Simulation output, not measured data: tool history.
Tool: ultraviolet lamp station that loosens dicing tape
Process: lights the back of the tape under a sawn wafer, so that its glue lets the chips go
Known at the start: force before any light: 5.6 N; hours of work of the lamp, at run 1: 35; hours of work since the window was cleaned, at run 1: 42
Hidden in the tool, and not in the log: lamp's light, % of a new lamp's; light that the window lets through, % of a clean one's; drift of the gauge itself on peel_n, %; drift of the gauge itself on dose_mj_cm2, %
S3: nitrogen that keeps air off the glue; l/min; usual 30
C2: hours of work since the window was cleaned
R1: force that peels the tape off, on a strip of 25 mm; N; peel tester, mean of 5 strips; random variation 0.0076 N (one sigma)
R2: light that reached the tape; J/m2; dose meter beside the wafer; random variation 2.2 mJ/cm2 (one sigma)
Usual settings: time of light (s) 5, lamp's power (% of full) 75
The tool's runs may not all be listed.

run 1 hour=0 | time_of_light_(s)=5 lamp's_power_(%_of_full)=75 S3=30 | hours_of_work_of_the_lamp=35 C2=42 | R1=0.294 R2=1830
run 2 hour=5.8 | time_of_light_(s)=5 lamp's_power_(%_of_full)=75 S3=30 | hours_of_work_of_the_lamp=37 C2=44 | R1=0.306 R2=1890
run 3 hour=13.6 | time_of_light_(s)=5 lamp's_power_(%_of_full)=75 S3=30 | hours_of_work_of_the_lamp=40 C2=47 | R1=0.296 R2=1830
run 4 hour=19.2 | time_of_light_(s)=6 lamp's_power_(%_of_full)=75 S3=30 | hours_of_work_of_the_lamp=43 C2=49 | R1=0.217 R2=2180
run 5 hour=27.1 | time_of_light_(s)=5 lamp's_power_(%_of_full)=75 S3=33 | hours_of_work_of_the_lamp=46 C2=53 | R1=0.297 R2=1820
run 6 hour=31.6 | time_of_light_(s)=5 lamp's_power_(%_of_full)=75 S3=33 | hours_of_work_of_the_lamp=48 C2=54 | R1=0.286 R2=1840
run 7 hour=37.2 | time_of_light_(s)=5 lamp's_power_(%_of_full)=75 S3=23 | hours_of_work_of_the_lamp=50 C2=57 | R1=0.356 R2=1840
run 8 hour=41.7 | time_of_light_(s)=5 lamp's_power_(%_of_full)=75 S3=26 | hours_of_work_of_the_lamp=52 C2=59 | R1=0.327 R2=1860
run 9 hour=47.5 | time_of_light_(s)=5 lamp's_power_(%_of_full)=75 S3=26 | hours_of_work_of_the_lamp=54 C2=61 | R1=0.342 R2=1810
run 10 hour=52.1 | time_of_light_(s)=2 lamp's_power_(%_of_full)=89 S3=47 | hours_of_work_of_the_lamp=56 C2=63 | R1=1.036 R2=860
run 11 hour=59 | time_of_light_(s)=2 lamp's_power_(%_of_full)=89 S3=47 | hours_of_work_of_the_lamp=59 C2=66 | R1=1.04 R2=870
run 12 hour=68.4 | time_of_light_(s)=3 lamp's_power_(%_of_full)=76 S3=47 | hours_of_work_of_the_lamp=63 C2=69 | R1=0.685 R2=1090

5 ways to go on from here, each from the tool as it stands after run 12. What would each give?
run A hour=76.5 | time_of_light_(s)=3 lamp's_power_(%_of_full)=82 S3=11 | hours_of_work_of_the_lamp=66 C2=73 | R1=? R2=?
run B hour=76.5 | time_of_light_(s)=7 lamp's_power_(%_of_full)=73 S3=47 | hours_of_work_of_the_lamp=66 C2=73 | R1=? R2=?
run C hour=76.5 | time_of_light_(s)=3 lamp's_power_(%_of_full)=96 S3=47 | hours_of_work_of_the_lamp=66 C2=73 | R1=? R2=?
run D hour=76.5 | time_of_light_(s)=5 lamp's_power_(%_of_full)=86 S3=30 | hours_of_work_of_the_lamp=66 C2=73 | R1=? R2=?
run E hour=76.5 | time_of_light_(s)=3 lamp's_power_(%_of_full)=76 S3=47 | hours_of_work_of_the_lamp=66 C2=73 | R1=? R2=?

run=A R1=1.048 R2=1170
run=B R1=0.178 R2=2480
run=C R1=0.433 R2=1410
run=D R1=0.248 R2=2080
run=E R1=0.681 R2=1110
Without the tool's hidden state the same runs would have given:
run=A R1=0.968 R2=1230
run=B R1=0.171 R2=2610
run=C R1=0.392 R2=1480
run=D R1=0.23 R2=2190
run=E R1=0.62 R2=1170
